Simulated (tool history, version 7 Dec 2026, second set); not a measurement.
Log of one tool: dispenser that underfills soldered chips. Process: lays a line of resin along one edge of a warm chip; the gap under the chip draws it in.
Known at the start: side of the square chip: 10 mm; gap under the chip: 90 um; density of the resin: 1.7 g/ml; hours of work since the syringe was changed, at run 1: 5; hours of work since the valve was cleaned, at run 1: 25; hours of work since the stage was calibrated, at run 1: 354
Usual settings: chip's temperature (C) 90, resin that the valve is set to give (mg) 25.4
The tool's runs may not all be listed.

run   hour  chip's temperature (C)  resin that the valve is set to give (mg)  hours of work since the syringe was changed  hours of work since the valve was cleaned  hours of work since the stage was calibrated  time until the resin shows at the far edge (s)  resin that the valve gave (mg)
  1    0.0                      90                                      25.4                                            5                                         25                                           354                                           119.1                           25.18
  2    5.6                      90                                      25.4                                            9                                         29                                           358                                           172.2                           24.91
       9.7  -- new syringe of resin
  3   13.8                      90                                      25.4                                            3                                         35                                           364                                           101.5                           25.10
      24.5  -- dispensing valve cleaned and set on the balance
  4   25.2                      90                                      25.4                                           11                                          1                                           372                                           208.6                           25.40
      27.3  -- new syringe of resin
  5   34.4                      90                                      25.4                                            5                                          7                                           378                                           123.7                           25.25
  6   41.9                      90                                      25.4                                           11                                         13                                           384                                           209.0                           25.42
      44.0  -- new syringe of resin
  7   50.8                      90                                      25.4                                            5                                         19                                           390                                           121.1                           25.35
      60.7  -- new syringe of resin
  8   63.0                      90                                      25.4                                            2                                         28                                           399                                            90.2                           24.90
  9   75.3                      90                                      25.4                                           11                                         37                                           408                                           207.8                           25.19
      76.8  -- new syringe of resin
      83.8  -- dispensing valve cleaned and set on the balance
 10   83.8                      90                                      25.4                                            5                                          0                                           414                                           113.6                           25.54
 11   91.5                      90                                      25.4                                           10                                          6                                           419                                           191.7                           25.32
      93.9  -- new syringe of resin
 12  103.2                      90                                      25.4                                            7                                         14                                           428                                           147.4                           25.29
     110.4  -- new syringe of resin
 13  111.1                      90                                      31.4                                            1                                         20                                           434                                            80.2                           31.03
 14  121.6                      90                                      31.4                                            8                                         28                                           441                                           162.0                           30.94
     126.9  -- new syringe of resin
 15  134.6                      89                                      31.8                                            6                                         37                                           451                                           133.4                           31.37
     142.9  -- dispensing valve cleaned and set on the balance
     144.8  -- new syringe of resin
 16  146.2                      78                                      25.4                                            1                                          2                                           459                                           138.8                           25.30
 17  151.9                      83                                      22.5                                            5                                          6                                           463                                           170.3                           22.41
     161.1  -- new syringe of resin
 18  161.6                      77                                      25.4                                            0                                         13                                           470                                           133.4                           25.14
 19  166.8                      77                                      25.4                                            4                                         17                                           474                                           190.4                           25.30
     177.4  -- new syringe of resin
 20  177.4                      77                                      25.4                                            0                                         25                                           481                                           131.5                           25.05
 21  188.5                     100                                      25.4                                            8                                         33                                           490                                           111.9                           25.18
     193.6  -- new syringe of resin
 22  200.1                      78                                      22.8                                            5                                         42                                           498                                           204.9                           22.40
     202.3  -- dispensing valve cleaned and set on the balance
 23  210.2                      78                                      22.8                                           12                                          6                                           505                                           364.2                           22.84
     211.4  -- new syringe of resin
 24  216.2                      86                                      30.6                                            4                                         10                                           509                                           127.0                           30.39
     227.5  -- new syringe of resin
 25  229.2                      86                                      30.6                                            1                                         20                                           519                                            99.9                           30.36
 26  234.7                      86                                      26.5                                            5                                         24                                           523                                           148.7                           26.27
 27  241.8                      98                                      31.4                                           11                                         29                                           528                                           148.6                           31.03

Forecast each of these 3 alternatives for the next run:
     243.8  -- new syringe of resin
  A  250.7                     105                                      25.4                                            5                                         35                                           534                                               ?                               ?
     243.8  -- new syringe of resin
  B  250.7                      84                                      25.4                                            5                                         35                                           534                                               ?                               ?
     243.8  -- new syringe of resin
  C  250.7                      76                                      32.4                                            5                                         35                                           534                                               ?                               ?

run  time until the resin shows at the far edge (s)  resin that the valve gave (mg)
  A                                            70.8                           25.05
  B                                           161.4                           25.19
  C                                           221.7                           31.95
Without the tool's hidden state the same runs would have given:
run  time until the resin shows at the far edge (s)  resin that the valve gave (mg)
  A                                            40.6                           25.40
  B                                            91.6                           25.54
  C                                           125.6                           32.39
